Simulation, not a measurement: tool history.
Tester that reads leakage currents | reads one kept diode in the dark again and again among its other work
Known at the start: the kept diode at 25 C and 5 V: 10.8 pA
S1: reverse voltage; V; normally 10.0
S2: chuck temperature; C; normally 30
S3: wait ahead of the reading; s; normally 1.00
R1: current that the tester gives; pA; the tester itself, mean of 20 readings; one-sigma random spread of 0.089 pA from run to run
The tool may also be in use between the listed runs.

run 1 hour=0.0 | S1=10.0 S2=30 S3=1.00 | R1=24.45
run 2 hour=141.8 | S1=10.0 S2=30 S3=1.00 | R1=24.54
run 3 hour=203.2 | S1=10.0 S2=30 S3=1.00 | R1=24.42
run 4 hour=299.5 | S1=10.0 S2=30 S3=1.00 | R1=24.53
run 5 hour=420.7 | S1=10.0 S2=30 S3=1.00 | R1=24.61
run 6 hour=523.9 | S1=10.0 S2=39 S3=1.00 | R1=50.03
run 7 hour=662.9 | S1=10.0 S2=30 S3=0.35 | R1=28.15
-- hour=750.8 chuck's temperature calibrated
run 8 hour=779.6 | S1=10.0 S2=30 S3=0.35 | R1=28.13
run 9 hour=918.9 | S1=10.0 S2=30 S3=1.00 | R1=24.66
run 10 hour=1044.9 | S1=10.0 S2=30 S3=6.03 | R1=23.04
run 11 hour=1133.6 | S1=10.0 S2=30 S3=6.03 | R1=22.89
run 12 hour=1193.1 | S1=10.0 S2=30 S3=6.03 | R1=22.86
run 13 hour=1279.9 | S1=10.0 S2=30 S3=1.00 | R1=24.48
run 14 hour=1421.8 | S1=10.0 S2=30 S3=1.40 | R1=23.89
run 15 hour=1543.4 | S1=10.0 S2=26 S3=1.00 | R1=17.74
run 16 hour=1672.5 | S1=10.0 S2=26 S3=1.00 | R1=17.85
run 17 hour=1798.3 | S1=10.0 S2=26 S3=1.00 | R1=17.97
-- hour=1844.4 probe card cleaned and baked
run 18 hour=1942.7 | S1=10.0 S2=30 S3=1.66 | R1=23.72
run 19 hour=2054.5 | S1=10.0 S2=30 S3=1.66 | R1=23.79
run 20 hour=2112.2 | S1=10.0 S2=30 S3=1.66 | R1=23.73
run 21 hour=2230.7 | S1=10.0 S2=54 S3=1.00 | R1=158.34
run 22 hour=2331.6 | S1=1.0 S2=30 S3=3.41 | R1=8.81
run 23 hour=2423.1 | S1=6.3 S2=20 S3=2.79 | R1=7.98
-- hour=2487.0 chuck's temperature calibrated
run 24 hour=2532.9 | S1=10.0 S2=30 S3=0.34 | R1=28.42
run 25 hour=2671.0 | S1=2.3 S2=21 S3=0.76 | R1=6.00
run 26 hour=2733.1 | S1=2.3 S2=21 S3=0.76 | R1=5.99
run 27 hour=2838.6 | S1=18.4 S2=28 S3=1.00 | R1=28.19
run 28 hour=2940.4 | S1=10.0 S2=30 S3=1.73 | R1=23.82
run 29 hour=3012.4 | S1=7.3 S2=38 S3=0.47 | R1=41.96
run 30 hour=3105.6 | S1=3.5 S2=38 S3=0.47 | R1=30.28
run 31 hour=3195.2 | S1=3.5 S2=38 S3=0.47 | R1=30.20
run 32 hour=3262.0 | S1=1.5 S2=38 S3=0.31 | R1=21.24
run 33 hour=3330.7 | S1=1.5 S2=38 S3=0.31 | R1=21.49
-- hour=3339.2 tester calibrated
run 34 hour=3404.8 | S1=1.5 S2=38 S3=0.31 | R1=21.18
run 35 hour=3475.7 | S1=1.7 S2=39 S3=0.31 | R1=24.37
run 36 hour=3547.4 | S1=1.7 S2=39 S3=0.31 | R1=24.28
run 37 hour=3628.3 | S1=1.9 S2=25 S3=0.43 | R1=8.19
run 38 hour=3717.6 | S1=10.4 S2=43 S3=5.27 | R1=68.05
run 39 hour=3851.9 | S1=1.7 S2=46 S3=2.12 | R1=41.09

3 options for the next run, each taken on its own from the tool as it stands now. Forecast them:
run A hour=3982.2 | S1=2.2 S2=38 S3=0.63 | R1=?
run B hour=3982.2 | S1=13.1 S2=25 S3=5.18 | R1=?
run C hour=3982.2 | S1=5.7 S2=46 S3=2.12 | R1=?

run=A R1=24.51
run=B R1=16.80
run=C R1=67.77
With the hidden condition removed and each run's random variation left untouched, the same runs would have given:
run=A R1=24.50
run=B R1=16.77
run=C R1=67.75
